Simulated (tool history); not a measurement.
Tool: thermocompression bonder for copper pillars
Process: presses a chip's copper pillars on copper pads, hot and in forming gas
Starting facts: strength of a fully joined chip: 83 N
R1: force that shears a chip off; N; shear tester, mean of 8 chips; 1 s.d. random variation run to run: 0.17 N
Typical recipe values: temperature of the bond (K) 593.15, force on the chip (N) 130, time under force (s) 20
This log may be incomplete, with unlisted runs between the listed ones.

run 1 hour=0.0 | temperature_of_the_bond_(K)=593.15 force_on_the_chip_(N)=130 time_under_force_(s)=20 | R1=51.7
run 2 hour=73.1 | temperature_of_the_bond_(K)=593.15 force_on_the_chip_(N)=130 time_under_force_(s)=20 | R1=51.1
run 3 hour=158.7 | temperature_of_the_bond_(K)=593.15 force_on_the_chip_(N)=130 time_under_force_(s)=20 | R1=50.9
-- hour=201.9 forming gas filter changed
run 4 hour=247.3 | temperature_of_the_bond_(K)=593.15 force_on_the_chip_(N)=130 time_under_force_(s)=20 | R1=52.4
run 5 hour=326.5 | temperature_of_the_bond_(K)=606.15 force_on_the_chip_(N)=130 time_under_force_(s)=20 | R1=59.1
-- hour=336.8 heater calibrated with a thermocouple chip
run 6 hour=374.2 | temperature_of_the_bond_(K)=606.15 force_on_the_chip_(N)=130 time_under_force_(s)=20 | R1=60.2
run 7 hour=438.1 | temperature_of_the_bond_(K)=606.15 force_on_the_chip_(N)=130 time_under_force_(s)=20 | R1=59.0
-- hour=464.6 forming gas filter changed
-- hour=531.7 heater calibrated with a thermocouple chip, once more
run 8 hour=533.2 | temperature_of_the_bond_(K)=593.15 force_on_the_chip_(N)=130 time_under_force_(s)=17 | R1=45.2
run 9 hour=584.7 | temperature_of_the_bond_(K)=571.15 force_on_the_chip_(N)=130 time_under_force_(s)=20 | R1=35.5
run 10 hour=640.3 | temperature_of_the_bond_(K)=593.15 force_on_the_chip_(N)=145 time_under_force_(s)=20 | R1=49.5
-- hour=728.1 forming gas filter changed
run 11 hour=734.9 | temperature_of_the_bond_(K)=593.15 force_on_the_chip_(N)=148 time_under_force_(s)=20 | R1=52.3
run 12 hour=794.0 | temperature_of_the_bond_(K)=593.15 force_on_the_chip_(N)=122 time_under_force_(s)=20 | R1=47.3
run 13 hour=883.3 | temperature_of_the_bond_(K)=593.15 force_on_the_chip_(N)=109 time_under_force_(s)=20 | R1=44.2
run 14 hour=932.1 | temperature_of_the_bond_(K)=593.15 force_on_the_chip_(N)=109 time_under_force_(s)=20 | R1=44.1
-- hour=937.8 force cell calibrated
-- hour=989.6 forming gas filter changed
run 15 hour=989.6 | temperature_of_the_bond_(K)=593.15 force_on_the_chip_(N)=109 time_under_force_(s)=20 | R1=44.6
run 16 hour=1047.4 | temperature_of_the_bond_(K)=575.15 force_on_the_chip_(N)=130 time_under_force_(s)=20 | R1=38.8
run 17 hour=1101.2 | temperature_of_the_bond_(K)=600.15 force_on_the_chip_(N)=84 time_under_force_(s)=42 | R1=52.8
run 18 hour=1173.9 | temperature_of_the_bond_(K)=600.15 force_on_the_chip_(N)=84 time_under_force_(s)=42 | R1=52.1
run 19 hour=1240.1 | temperature_of_the_bond_(K)=592.15 force_on_the_chip_(N)=88 time_under_force_(s)=20 | R1=38.7
-- hour=1249.5 forming gas filter changed
run 20 hour=1333.7 | temperature_of_the_bond_(K)=569.15 force_on_the_chip_(N)=114 time_under_force_(s)=23 | R1=35.6
run 21 hour=1391.1 | temperature_of_the_bond_(K)=569.15 force_on_the_chip_(N)=87 time_under_force_(s)=13 | R1=24.2
run 22 hour=1456.8 | temperature_of_the_bond_(K)=569.15 force_on_the_chip_(N)=87 time_under_force_(s)=13 | R1=24.0
-- hour=1511.2 forming gas filter changed
run 23 hour=1537.6 | temperature_of_the_bond_(K)=569.15 force_on_the_chip_(N)=87 time_under_force_(s)=13 | R1=25.2
run 24 hour=1584.7 | temperature_of_the_bond_(K)=593.15 force_on_the_chip_(N)=128 time_under_force_(s)=20 | R1=50.6
run 25 hour=1630.7 | temperature_of_the_bond_(K)=623.15 force_on_the_chip_(N)=105 time_under_force_(s)=23 | R1=62.8

Alternative continuations, all from the tool just after run 25; predict every row:
run A hour=1676.2 | temperature_of_the_bond_(K)=571.15 force_on_the_chip_(N)=158 time_under_force_(s)=19 | R1=?
run B hour=1676.2 | temperature_of_the_bond_(K)=584.15 force_on_the_chip_(N)=130 time_under_force_(s)=56 | R1=?
run C hour=1676.2 | temperature_of_the_bond_(K)=616.15 force_on_the_chip_(N)=92 time_under_force_(s)=27 | R1=?

run=A R1=42.4
run=B R1=61.0
run=C R1=58.6
Without the tool's unlogged condition, the same runs would have read:
run=A R1=39.4
run=B R1=58.5
run=C R1=56.4

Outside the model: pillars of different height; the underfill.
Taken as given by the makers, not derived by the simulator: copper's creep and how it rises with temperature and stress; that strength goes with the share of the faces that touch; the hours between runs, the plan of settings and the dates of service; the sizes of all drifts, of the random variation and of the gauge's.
